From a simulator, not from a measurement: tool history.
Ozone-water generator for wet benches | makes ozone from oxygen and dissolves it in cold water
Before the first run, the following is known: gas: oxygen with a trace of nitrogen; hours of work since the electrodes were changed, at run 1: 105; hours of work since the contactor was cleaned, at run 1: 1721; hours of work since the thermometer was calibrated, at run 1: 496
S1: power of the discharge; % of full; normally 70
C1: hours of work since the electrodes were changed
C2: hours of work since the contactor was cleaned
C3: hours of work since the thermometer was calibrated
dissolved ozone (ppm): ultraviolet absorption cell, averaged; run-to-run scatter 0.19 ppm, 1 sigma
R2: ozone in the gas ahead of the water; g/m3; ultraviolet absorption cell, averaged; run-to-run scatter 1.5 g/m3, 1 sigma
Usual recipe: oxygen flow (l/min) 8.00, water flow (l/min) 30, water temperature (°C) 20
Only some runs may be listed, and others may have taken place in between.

run 1 hour=0.0 | S1=70 oxygen_flow_(l/min)=8.00 water_flow_(l/min)=30 water_temperature_(°C)=20 | C1=105 C2=1721 C3=496 | dissolved_ozone_(ppm)=26.1 R2=273.7
run 2 hour=18.6 | S1=70 oxygen_flow_(l/min)=8.00 water_flow_(l/min)=30 water_temperature_(°C)=20 | C1=120 C2=1736 C3=511 | dissolved_ozone_(ppm)=25.9 R2=275.6
run 3 hour=43.4 | S1=70 oxygen_flow_(l/min)=8.00 water_flow_(l/min)=30 water_temperature_(°C)=20 | C1=140 C2=1756 C3=531 | dissolved_ozone_(ppm)=25.8 R2=272.8
run 4 hour=69.9 | S1=70 oxygen_flow_(l/min)=5.57 water_flow_(l/min)=30 water_temperature_(°C)=20 | C1=161 C2=1778 C3=553 | dissolved_ozone_(ppm)=24.0 R2=307.6
run 5 hour=92.4 | S1=70 oxygen_flow_(l/min)=5.57 water_flow_(l/min)=30 water_temperature_(°C)=20 | C1=179 C2=1796 C3=571 | dissolved_ozone_(ppm)=24.1 R2=309.4
run 6 hour=121.8 | S1=70 oxygen_flow_(l/min)=5.57 water_flow_(l/min)=30 water_temperature_(°C)=20 | C1=203 C2=1820 C3=595 | dissolved_ozone_(ppm)=24.2 R2=312.2
run 7 hour=138.9 | S1=70 oxygen_flow_(l/min)=5.57 water_flow_(l/min)=30 water_temperature_(°C)=20 | C1=217 C2=1833 C3=609 | dissolved_ozone_(ppm)=23.8 R2=309.5
run 8 hour=170.1 | S1=70 oxygen_flow_(l/min)=5.57 water_flow_(l/min)=30 water_temperature_(°C)=20 | C1=242 C2=1859 C3=634 | dissolved_ozone_(ppm)=23.9 R2=307.4
run 9 hour=197.5 | S1=70 oxygen_flow_(l/min)=5.57 water_flow_(l/min)=30 water_temperature_(°C)=20 | C1=264 C2=1881 C3=656 | dissolved_ozone_(ppm)=23.8 R2=310.9
run 10 hour=210.6 | S1=70 oxygen_flow_(l/min)=10.00 water_flow_(l/min)=30 water_temperature_(°C)=17 | C1=275 C2=1891 C3=667 | dissolved_ozone_(ppm)=28.3 R2=252.6
run 11 hour=238.9 | S1=70 oxygen_flow_(l/min)=10.00 water_flow_(l/min)=30 water_temperature_(°C)=17 | C1=298 C2=1914 C3=690 | dissolved_ozone_(ppm)=28.1 R2=252.3
run 12 hour=269.4 | S1=85 oxygen_flow_(l/min)=13.54 water_flow_(l/min)=36 water_temperature_(°C)=23 | C1=322 C2=1939 C3=714 | dissolved_ozone_(ppm)=26.7 R2=261.0
run 13 hour=299.9 | S1=78 oxygen_flow_(l/min)=5.67 water_flow_(l/min)=27 water_temperature_(°C)=20 | C1=347 C2=1964 C3=739 | dissolved_ozone_(ppm)=28.0 R2=327.8
run 14 hour=323.5 | S1=78 oxygen_flow_(l/min)=5.67 water_flow_(l/min)=27 water_temperature_(°C)=20 | C1=366 C2=1983 C3=758 | dissolved_ozone_(ppm)=28.0 R2=331.2
run 15 hour=341.8 | S1=46 oxygen_flow_(l/min)=8.00 water_flow_(l/min)=24 water_temperature_(°C)=20 | C1=381 C2=1998 C3=773 | dissolved_ozone_(ppm)=23.0 R2=205.7
run 16 hour=373.6 | S1=46 oxygen_flow_(l/min)=4.86 water_flow_(l/min)=19 water_temperature_(°C)=20 | C1=407 C2=2023 C3=799 | dissolved_ozone_(ppm)=24.4 R2=241.7
run 17 hour=403.7 | S1=70 oxygen_flow_(l/min)=8.00 water_flow_(l/min)=30 water_temperature_(°C)=17 | C1=431 C2=2048 C3=823 | dissolved_ozone_(ppm)=27.0 R2=270.9
run 18 hour=425.0 | S1=52 oxygen_flow_(l/min)=8.00 water_flow_(l/min)=32 water_temperature_(°C)=17 | C1=448 C2=2065 C3=840 | dissolved_ozone_(ppm)=20.8 R2=223.0

Below are 5 alternative next runs, each starting from the tool's condition after run 18. Predict each:
run A hour=446.1 | S1=55 oxygen_flow_(l/min)=8.00 water_flow_(l/min)=30 water_temperature_(°C)=22 | C1=465 C2=2082 C3=857 | dissolved_ozone_(ppm)=? R2=?
run B hour=446.1 | S1=87 oxygen_flow_(l/min)=13.28 water_flow_(l/min)=32 water_temperature_(°C)=21 | C1=465 C2=2082 C3=857 | dissolved_ozone_(ppm)=? R2=?
run C hour=446.1 | S1=71 oxygen_flow_(l/min)=8.00 water_flow_(l/min)=32 water_temperature_(°C)=25 | C1=465 C2=2082 C3=857 | dissolved_ozone_(ppm)=? R2=?
run D hour=446.1 | S1=70 oxygen_flow_(l/min)=8.00 water_flow_(l/min)=30 water_temperature_(°C)=22 | C1=465 C2=2082 C3=857 | dissolved_ozone_(ppm)=? R2=?
run E hour=446.1 | S1=57 oxygen_flow_(l/min)=8.80 water_flow_(l/min)=40 water_temperature_(°C)=20 | C1=465 C2=2082 C3=857 | dissolved_ozone_(ppm)=? R2=?

run=A dissolved_ozone_(ppm)=21.4 R2=231.2
run=B dissolved_ozone_(ppm)=30.5 R2=264.5
run=C dissolved_ozone_(ppm)=23.3 R2=275.7
run=D dissolved_ozone_(ppm)=25.2 R2=271.5
run=E dissolved_ozone_(ppm)=18.4 R2=230.0
With the hidden condition removed and each run's random variation left untouched, the same runs would have given:
run=A dissolved_ozone_(ppm)=22.0 R2=233.7
run=B dissolved_ozone_(ppm)=31.6 R2=268.4
run=C dissolved_ozone_(ppm)=24.1 R2=279.3
run=D dissolved_ozone_(ppm)=26.0 R2=275.0
run=E dissolved_ozone_(ppm)=19.0 R2=232.6

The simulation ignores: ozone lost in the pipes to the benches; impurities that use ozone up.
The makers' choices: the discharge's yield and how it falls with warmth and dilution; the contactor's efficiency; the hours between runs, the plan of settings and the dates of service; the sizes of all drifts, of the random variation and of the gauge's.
